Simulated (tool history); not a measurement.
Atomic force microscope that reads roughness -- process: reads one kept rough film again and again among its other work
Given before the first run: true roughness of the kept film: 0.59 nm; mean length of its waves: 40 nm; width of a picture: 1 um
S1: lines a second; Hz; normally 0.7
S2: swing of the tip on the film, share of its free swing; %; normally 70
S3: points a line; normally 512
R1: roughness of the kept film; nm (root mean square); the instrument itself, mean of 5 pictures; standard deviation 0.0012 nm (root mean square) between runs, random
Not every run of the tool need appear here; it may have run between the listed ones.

{"run": 1, "hour": 0.0, "S1": 0.7, "S2": 70, "S3": 512, "R1": 0.563}
{"run": 2, "hour": 19.0, "S1": 0.7, "S2": 70, "S3": 512, "R1": 0.562}
{"run": 3, "hour": 42.2, "S1": 0.7, "S2": 70, "S3": 512, "R1": 0.563}
{"run": 4, "hour": 69.0, "S1": 0.7, "S2": 70, "S3": 512, "R1": 0.562}
{"run": 5, "hour": 81.1, "S1": 0.7, "S2": 70, "S3": 352, "R1": 0.561}
{"run": 6, "hour": 100.7, "S1": 0.7, "S2": 70, "S3": 352, "R1": 0.56}
{"run": 7, "hour": 117.8, "S1": 0.7, "S2": 70, "S3": 352, "R1": 0.561}
{"run": 8, "hour": 146.4, "S1": 0.7, "S2": 89, "S3": 512, "R1": 0.534}
{"run": 9, "hour": 170.5, "S1": 0.7, "S2": 62, "S3": 512, "R1": 0.572}
{"run": 10, "hour": 191.1, "S1": 0.7, "S2": 62, "S3": 512, "R1": 0.571}
{"run": 11, "hour": 212.4, "S1": 0.7, "S2": 76, "S3": 512, "R1": 0.556}
{"run": 12, "hour": 237.5, "S1": 0.7, "S2": 70, "S3": 512, "R1": 0.564}
{"run": 13, "hour": 256.1, "S1": 0.7, "S2": 70, "S3": 512, "R1": 0.562}
{"run": 14, "hour": 270.4, "S1": 0.7, "S2": 70, "S3": 934, "R1": 0.564}
{"run": 15, "hour": 288.6, "S1": 0.912, "S2": 70, "S3": 512, "R1": 0.557}
{"run": 16, "hour": 317.0, "S1": 0.7, "S2": 78, "S3": 512, "R1": 0.55}
{"run": 17, "hour": 331.5, "S1": 0.7, "S2": 78, "S3": 512, "R1": 0.553}
{"run": 18, "hour": 352.3, "S1": 0.7, "S2": 78, "S3": 512, "R1": 0.553}
{"run": 19, "hour": 365.8, "S1": 0.7, "S2": 70, "S3": 512, "R1": 0.561}
{"run": 20, "hour": 381.4, "S1": 0.7, "S2": 70, "S3": 512, "R1": 0.562}
{"run": 21, "hour": 411.4, "S1": 0.7, "S2": 70, "S3": 512, "R1": 0.562}
{"run": 22, "hour": 432.6, "S1": 0.7, "S2": 70, "S3": 512, "R1": 0.561}
{"run": 23, "hour": 455.9, "S1": 0.7, "S2": 70, "S3": 756, "R1": 0.563}
{"run": 24, "hour": 480.9, "S1": 0.7, "S2": 70, "S3": 512, "R1": 0.563}
{"run": 25, "hour": 493.9, "S1": 0.7, "S2": 70, "S3": 512, "R1": 0.562}
{"run": 26, "hour": 518.5, "S1": 0.7, "S2": 70, "S3": 512, "R1": 0.562}
{"run": 27, "hour": 543.5, "S1": 0.7, "S2": 70, "S3": 512, "R1": 0.563}
{"run": 28, "hour": 561.4, "S1": 0.7, "S2": 70, "S3": 512, "R1": 0.562}
{"run": 29, "hour": 588.2, "S1": 0.865, "S2": 66, "S3": 1016, "R1": 0.564}
{"run": 30, "hour": 606.2, "S1": 0.7, "S2": 76, "S3": 534, "R1": 0.556}
{"run": 31, "hour": 630.7, "S1": 0.886, "S2": 70, "S3": 383, "R1": 0.556}
{"run": 32, "hour": 653.5, "S1": 0.886, "S2": 70, "S3": 383, "R1": 0.557}
{"run": 33, "hour": 676.9, "S1": 3.018, "S2": 70, "S3": 383, "R1": 0.505}
{"run": 34, "hour": 695.3, "S1": 3.018, "S2": 70, "S3": 608, "R1": 0.506}
{"run": 35, "hour": 710.1, "S1": 1.637, "S2": 60, "S3": 352, "R1": 0.557}
{"run": 36, "hour": 730.9, "S1": 0.696, "S2": 70, "S3": 1007, "R1": 0.563}
{"run": 37, "hour": 749.1, "S1": 2.128, "S2": 69, "S3": 863, "R1": 0.531}
{"run": 38, "hour": 768.9, "S1": 2.128, "S2": 69, "S3": 863, "R1": 0.528}
{"run": 39, "hour": 793.8, "S1": 2.128, "S2": 69, "S3": 863, "R1": 0.53}
{"run": 40, "hour": 820.9, "S1": 2.128, "S2": 69, "S3": 863, "R1": 0.531}
{"run": 41, "hour": 842.7, "S1": 2.128, "S2": 69, "S3": 863, "R1": 0.528}
{"run": 42, "hour": 862.0, "S1": 2.128, "S2": 69, "S3": 863, "R1": 0.529}
{"run": 43, "hour": 875.2, "S1": 1.436, "S2": 69, "S3": 863, "R1": 0.547}
{"run": 44, "hour": 900.4, "S1": 1.436, "S2": 69, "S3": 863, "R1": 0.546}
{"run": 45, "hour": 914.5, "S1": 0.985, "S2": 80, "S3": 443, "R1": 0.537}
{"run": 46, "hour": 936.8, "S1": 0.985, "S2": 80, "S3": 443, "R1": 0.536}
{"run": 47, "hour": 958.5, "S1": 0.985, "S2": 80, "S3": 443, "R1": 0.536}
{"run": 48, "hour": 976.1, "S1": 0.985, "S2": 75, "S3": 951, "R1": 0.546}
{"run": 49, "hour": 1004.2, "S1": 1.244, "S2": 59, "S3": 371, "R1": 0.563}
{"run": 50, "hour": 1029.8, "S1": 0.7, "S2": 64, "S3": 406, "R1": 0.569}
{"run": 51, "hour": 1047.0, "S1": 1.106, "S2": 70, "S3": 921, "R1": 0.55}

Not shown: 15 entries that the log had between the listed runs. Between which runs, and how does the tool's hidden state differ before and after?
After run 2, before run 3: new tip fitted (hour 40.2)
  radius of the tip, nm: 7.5 -> 7
After run 6, before run 7: new tip fitted (hour 109.2)
  radius of the tip, nm: 7.7 -> 7.1
After run 9, before run 10: new tip fitted (hour 180.5)
  radius of the tip, nm: 7.7 -> 7.1
After run 12, before run 13: new tip fitted (hour 250.7)
  radius of the tip, nm: 7.7 -> 7.1
After run 16, before run 17: new tip fitted (hour 321.1)
  radius of the tip, nm: 7.7 -> 7.1
After run 20, before run 21: new tip fitted (hour 392.9)
  radius of the tip, nm: 7.7 -> 7.2
After run 23, before run 24: new tip fitted (hour 462.7)
  radius of the tip, nm: 7.7 -> 7.2; height scale over the true one, %: -0.08 -> -0.09
After run 26, before run 27: new tip fitted (hour 533)
  radius of the tip, nm: 7.7 -> 7.1
After run 29, before run 30: new tip fitted (hour 603)
  radius of the tip, nm: 7.6 -> 7
After run 32, before run 33: new tip fitted (hour 671.9)
  radius of the tip, nm: 7.6 -> 7.1
After run 36, before run 37: new tip fitted (hour 742.8)
  radius of the tip, nm: 7.6 -> 7.1
After run 39, before run 40: new tip fitted (hour 812.1)
  radius of the tip, nm: 7.6 -> 7.1; height scale over the true one, %: -0.1 -> -0.11
After run 43, before run 44: new tip fitted (hour 882.7)
  radius of the tip, nm: 7.7 -> 7.2
After run 46, before run 47: new tip fitted (hour 952.3)
  radius of the tip, nm: 7.6 -> 7.1
After run 49, before run 50: new tip fitted (hour 1021.8)
  radius of the tip, nm: 7.6 -> 7.1

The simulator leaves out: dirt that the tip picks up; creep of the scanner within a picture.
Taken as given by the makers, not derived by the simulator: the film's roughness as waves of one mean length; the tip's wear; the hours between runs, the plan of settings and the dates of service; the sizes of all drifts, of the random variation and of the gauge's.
